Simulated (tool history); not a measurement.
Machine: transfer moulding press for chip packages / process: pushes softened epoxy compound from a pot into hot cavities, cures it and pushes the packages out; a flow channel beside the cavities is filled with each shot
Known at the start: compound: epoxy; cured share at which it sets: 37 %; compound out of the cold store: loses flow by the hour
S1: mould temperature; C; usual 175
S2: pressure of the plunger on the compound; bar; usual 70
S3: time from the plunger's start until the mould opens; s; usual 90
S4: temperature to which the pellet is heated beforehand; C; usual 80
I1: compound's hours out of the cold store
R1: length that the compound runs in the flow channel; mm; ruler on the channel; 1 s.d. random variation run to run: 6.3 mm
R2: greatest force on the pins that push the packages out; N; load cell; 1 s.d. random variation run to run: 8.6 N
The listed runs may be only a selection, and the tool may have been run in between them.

{"run": 1, "hour": 0.0, "S1": 175, "S2": 70, "S3": 90, "S4": 80, "I1": 9, "R1": 676, "R2": 404}
{"run": 2, "hour": 6.1, "S1": 175, "S2": 70, "S3": 90, "S4": 80, "I1": 16.9, "R1": 650, "R2": 429}
{"run": 3, "hour": 15.5, "S1": 173, "S2": 70, "S3": 90, "S4": 80, "I1": 34.9, "R1": 619, "R2": 509}
{"run": 4, "hour": 23.5, "S1": 175, "S2": 70, "S3": 95, "S4": 80, "I1": 41.2, "R1": 597, "R2": 457}
{"hour": 29.5, "done": "plunger's sealing rings changed"}
{"run": 5, "hour": 30.3, "S1": 175, "S2": 70, "S3": 95, "S4": 80, "I1": 47.9, "R1": 637, "R2": 482}
{"hour": 40.2, "done": "cavities cleaned with cleaning compound and waxed"}
{"run": 6, "hour": 41.2, "S1": 175, "S2": 70, "S3": 90, "S4": 80, "I1": 32.4, "R1": 670, "R2": 386}
{"run": 7, "hour": 48.8, "S1": 175, "S2": 70, "S3": 90, "S4": 80, "I1": 12, "R1": 729, "R2": 445}
{"run": 8, "hour": 58.3, "S1": 175, "S2": 70, "S3": 90, "S4": 80, "I1": 22.7, "R1": 704, "R2": 497}
{"run": 9, "hour": 63.0, "S1": 173, "S2": 70, "S3": 90, "S4": 80, "I1": 12.3, "R1": 728, "R2": 567}
{"run": 10, "hour": 68.6, "S1": 173, "S2": 70, "S3": 90, "S4": 80, "I1": 40.3, "R1": 649, "R2": 548}
{"run": 11, "hour": 75.0, "S1": 173, "S2": 70, "S3": 90, "S4": 80, "I1": 35.9, "R1": 667, "R2": 584}
{"hour": 79.0, "done": "cavities cleaned with cleaning compound and waxed"}
{"run": 12, "hour": 84.2, "S1": 175, "S2": 70, "S3": 122, "S4": 80, "I1": 18.5, "R1": 720, "R2": 347}
{"run": 13, "hour": 88.6, "S1": 175, "S2": 70, "S3": 122, "S4": 80, "I1": 31.3, "R1": 672, "R2": 352}
{"run": 14, "hour": 95.5, "S1": 175, "S2": 70, "S3": 90, "S4": 80, "I1": 41.7, "R1": 647, "R2": 441}
{"run": 15, "hour": 102.5, "S1": 173, "S2": 58.8, "S3": 77, "S4": 82, "I1": 23.2, "R1": 639, "R2": 736}
{"run": 16, "hour": 108.9, "S1": 180, "S2": 53.2, "S3": 77, "S4": 77, "I1": 34, "R1": 579, "R2": 525}
{"run": 17, "hour": 115.9, "S1": 175, "S2": 84.9, "S3": 90, "S4": 80, "I1": 17.4, "R1": 773, "R2": 565}
{"hour": 117.8, "done": "cavities cleaned with cleaning compound and waxed"}
{"run": 18, "hour": 121.8, "S1": 173, "S2": 84.9, "S3": 113, "S4": 80, "I1": 21.9, "R1": 763, "R2": 343}
{"run": 19, "hour": 128.6, "S1": 177, "S2": 70, "S3": 90, "S4": 72, "I1": 19.6, "R1": 686, "R2": 420}
{"run": 20, "hour": 134.1, "S1": 177, "S2": 70, "S3": 84, "S4": 72, "I1": 41.4, "R1": 637, "R2": 448}
{"hour": 136.6, "done": "mould's thermocouples calibrated"}
{"run": 21, "hour": 145.0, "S1": 175, "S2": 74.4, "S3": 90, "S4": 82, "I1": 38.1, "R1": 661, "R2": 459}
{"run": 22, "hour": 153.9, "S1": 176, "S2": 80.6, "S3": 104, "S4": 74, "I1": 23.2, "R1": 710, "R2": 451}
{"hour": 158.5, "done": "cavities cleaned with cleaning compound and waxed"}
{"hour": 165.5, "done": "mould's thermocouples calibrated, once more"}
{"run": 23, "hour": 166.6, "S1": 176, "S2": 80.6, "S3": 104, "S4": 74, "I1": 35.9, "R1": 698, "R2": 362}
{"run": 24, "hour": 176.3, "S1": 175, "S2": 61.7, "S3": 111, "S4": 73, "I1": 29.6, "R1": 623, "R2": 404}
{"run": 25, "hour": 185.3, "S1": 175, "S2": 75, "S3": 92, "S4": 78, "I1": 24, "R1": 698, "R2": 495}
{"run": 26, "hour": 193.1, "S1": 170, "S2": 75, "S3": 92, "S4": 83, "I1": 8.6, "R1": 753, "R2": 704}
{"hour": 199.1, "done": "cavities cleaned with cleaning compound and waxed"}
{"run": 27, "hour": 202.6, "S1": 170, "S2": 75, "S3": 92, "S4": 83, "I1": 46.1, "R1": 652, "R2": 497}
{"run": 28, "hour": 206.7, "S1": 175, "S2": 74.1, "S3": 90, "S4": 84, "I1": 22.1, "R1": 696, "R2": 436}

Below are 4 alternative next runs, each starting from the tool's condition after run 28. Predict each:
{"run": "A", "hour": 215.4, "S1": 167, "S2": 74.1, "S3": 118, "S4": 70, "I1": 28.3, "R1": "?", "R2": "?"}
{"run": "B", "hour": 215.4, "S1": 180, "S2": 73.3, "S3": 90, "S4": 80, "I1": 47.7, "R1": "?", "R2": "?"}
{"run": "C", "hour": 215.4, "S1": 175, "S2": 71.6, "S3": 90, "S4": 89, "I1": 36.1, "R1": "?", "R2": "?"}
{"run": "D", "hour": 215.4, "S1": 175, "S2": 55.2, "S3": 90, "S4": 80, "I1": 14.3, "R1": "?", "R2": "?"}

run=A R1=680 R2=469
run=B R1=625 R2=414
run=C R1=639 R2=477
run=D R1=609 R2=482
Take away the tool's hidden state, keep each run's random variation, and the runs would have read:
run=A R1=715 R2=377
run=B R1=657 R2=332
run=C R1=671 R2=384
run=D R1=640 R2=387

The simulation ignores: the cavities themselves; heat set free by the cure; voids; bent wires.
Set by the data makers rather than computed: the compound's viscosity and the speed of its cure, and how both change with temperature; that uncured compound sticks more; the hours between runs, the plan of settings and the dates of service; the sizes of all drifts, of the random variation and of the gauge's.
